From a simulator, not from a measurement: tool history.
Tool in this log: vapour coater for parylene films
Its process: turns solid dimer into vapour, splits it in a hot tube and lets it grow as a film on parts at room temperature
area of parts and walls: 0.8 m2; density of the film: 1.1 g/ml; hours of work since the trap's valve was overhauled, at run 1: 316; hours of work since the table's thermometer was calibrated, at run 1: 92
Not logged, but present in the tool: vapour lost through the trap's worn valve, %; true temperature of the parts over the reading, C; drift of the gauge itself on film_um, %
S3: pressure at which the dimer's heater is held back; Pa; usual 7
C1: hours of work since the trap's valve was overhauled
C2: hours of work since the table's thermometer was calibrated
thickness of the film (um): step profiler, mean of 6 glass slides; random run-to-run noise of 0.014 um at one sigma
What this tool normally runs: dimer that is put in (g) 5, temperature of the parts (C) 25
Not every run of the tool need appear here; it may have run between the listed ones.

Run 1, hour 0: usual settings; C1 316; C2 92. Result: thickness of the film (um) 2.48.
Run 2, hour 14.1: usual settings; C1 323; C2 99. Result: thickness of the film (um) 2.45.
Run 3, hour 26.4: usual settings; C1 330; C2 106. Result: thickness of the film (um) 2.46.
Run 4, hour 36.8: usual settings; C1 336; C2 112. Result: thickness of the film (um) 2.48.
Run 5, hour 53.8: usual settings; C1 345; C2 121. Result: thickness of the film (um) 2.48.
Run 6, hour 61.7: usual settings; C1 349; C2 125. Result: thickness of the film (um) 2.47.
Run 7, hour 70.3: usual settings but temperature of the parts (C) 37; C1 353; C2 129. Result: thickness of the film (um) 1.96.
Run 8, hour 81.1: usual settings but temperature of the parts (C) 37; C1 359; C2 135. Result: thickness of the film (um) 1.96.
Run 9, hour 89.2: usual settings but temperature of the parts (C) 37; C1 363; C2 139. Result: thickness of the film (um) 1.96.
At hour 94.9: trap's valve overhauled.
Run 10, hour 106.3: usual settings but temperature of the parts (C) 37; C1 6; C2 146. Result: thickness of the film (um) 1.92.
Run 11, hour 115.1: usual settings but temperature of the parts (C) 37; C1 11; C2 151. Result: thickness of the film (um) 1.91.
Run 12, hour 123.8: usual settings but S3 2.15 Pa; C1 15; C2 156. Result: thickness of the film (um) 2.66.
At hour 133.6: trap's valve overhauled, once more.
Run 13, hour 139.1: usual settings but S3 2.15 Pa; C1 3; C2 162. Result: thickness of the film (um) 2.81.
Run 14, hour 147.9: usual settings but S3 7.21 Pa; C1 8; C2 166. Result: thickness of the film (um) 2.56.
Run 15, hour 166.6: usual settings but S3 7.21 Pa; C1 18; C2 176. Result: thickness of the film (um) 2.56.
Run 16, hour 176.4: usual settings but temperature of the parts (C) 19; C1 23; C2 181. Result: thickness of the film (um) 2.87.
Run 17, hour 185.6: usual settings but temperature of the parts (C) 19; C1 28; C2 186. Result: thickness of the film (um) 2.88.
Run 18, hour 196: usual settings but dimer that is put in (g) 3, temperature of the parts (C) 17, S3 3.96 Pa; C1 33; C2 192. Result: thickness of the film (um) 1.89.
Run 19, hour 213.3: usual settings but temperature of the parts (C) 20; C1 42; C2 201. Result: thickness of the film (um) 2.82.
Run 20, hour 232.8: usual settings but temperature of the parts (C) 20; C1 53; C2 211. Result: thickness of the film (um) 2.8.
Run 21, hour 245.1: usual settings but dimer that is put in (g) 4, temperature of the parts (C) 17, S3 8.99 Pa; C1 59; C2 218. Result: thickness of the film (um) 2.34.
Run 22, hour 263.5: usual settings but temperature of the parts (C) 24, S3 8.99 Pa; C1 69; C2 228. Result: thickness of the film (um) 2.54.
Run 23, hour 282.7: usual settings but S3 2.1 Pa; C1 79; C2 238. Result: thickness of the film (um) 2.81.
Run 24, hour 296: usual settings but dimer that is put in (g) 6, S3 8.26 Pa; C1 86; C2 245. Result: thickness of the film (um) 3.02.
Run 25, hour 314.5: usual settings but dimer that is put in (g) 6, temperature of the parts (C) 17, S3 3.7 Pa; C1 96; C2 255. Result: thickness of the film (um) 3.74.
Run 26, hour 331: usual settings but dimer that is put in (g) 6, temperature of the parts (C) 17, S3 3.7 Pa; C1 105; C2 264. Result: thickness of the film (um) 3.73.
Run 27, hour 343.4: usual settings but temperature of the parts (C) 30, S3 6.15 Pa; C1 111; C2 270. Result: thickness of the film (um) 2.31.
Run 28, hour 351.5: usual settings but temperature of the parts (C) 30, S3 6.15 Pa; C1 116; C2 274. Result: thickness of the film (um) 2.33.
Run 29, hour 362: usual settings but dimer that is put in (g) 4, temperature of the parts (C) 23, S3 4.16 Pa; C1 121; C2 280. Result: thickness of the film (um) 2.19.
Run 30, hour 378.1: usual settings but dimer that is put in (g) 4, temperature of the parts (C) 23, S3 4.16 Pa; C1 130; C2 289. Result: thickness of the film (um) 2.21.
Run 31, hour 387.4: usual settings but dimer that is put in (g) 6, temperature of the parts (C) 26, S3 11.95 Pa; C1 135; C2 293. Result: thickness of the film (um) 2.83.
Run 32, hour 399.7: usual settings but dimer that is put in (g) 6, temperature of the parts (C) 26, S3 11.95 Pa; C1 141; C2 300. Result: thickness of the film (um) 2.86.
Run 33, hour 411.9: usual settings but dimer that is put in (g) 3, temperature of the parts (C) 30, S3 11.95 Pa; C1 148; C2 306. Result: thickness of the film (um) 1.31.
Run 34, hour 423: usual settings but dimer that is put in (g) 3, temperature of the parts (C) 30, S3 11.95 Pa; C1 154; C2 312. Result: thickness of the film (um) 1.29.

What if the next run were any one of these 5? Each begins from the tool's condition after run 34:
Run A, hour 436.7: usual settings but dimer that is put in (g) 7, temperature of the parts (C) 31, S3 4.27 Pa; C1 161; C2 320. Result: thickness of the film (um) ?.
Run B, hour 436.7: usual settings but dimer that is put in (g) 3, temperature of the parts (C) 18, S3 2.78 Pa; C1 161; C2 320. Result: thickness of the film (um) ?.
Run C, hour 436.7: usual settings but dimer that is put in (g) 3, temperature of the parts (C) 30; C1 161; C2 320. Result: thickness of the film (um) ?.
Run D, hour 436.7: usual settings but dimer that is put in (g) 6, temperature of the parts (C) 26, S3 11.95 Pa; C1 161; C2 320. Result: thickness of the film (um) ?.
Run E, hour 436.7: usual settings but dimer that is put in (g) 6; C1 161; C2 320. Result: thickness of the film (um) ?.

run  thickness of the film (um)
  A                        3.28
  B                        1.87
  C                        1.39
  D                        2.81
  E                        3.02
With the hidden condition removed and each run's random variation left untouched, the same runs would have given:
run  thickness of the film (um)
  A                        3.37
  B                        1.93
  C                        1.43
  D                        2.89
  E                        3.11
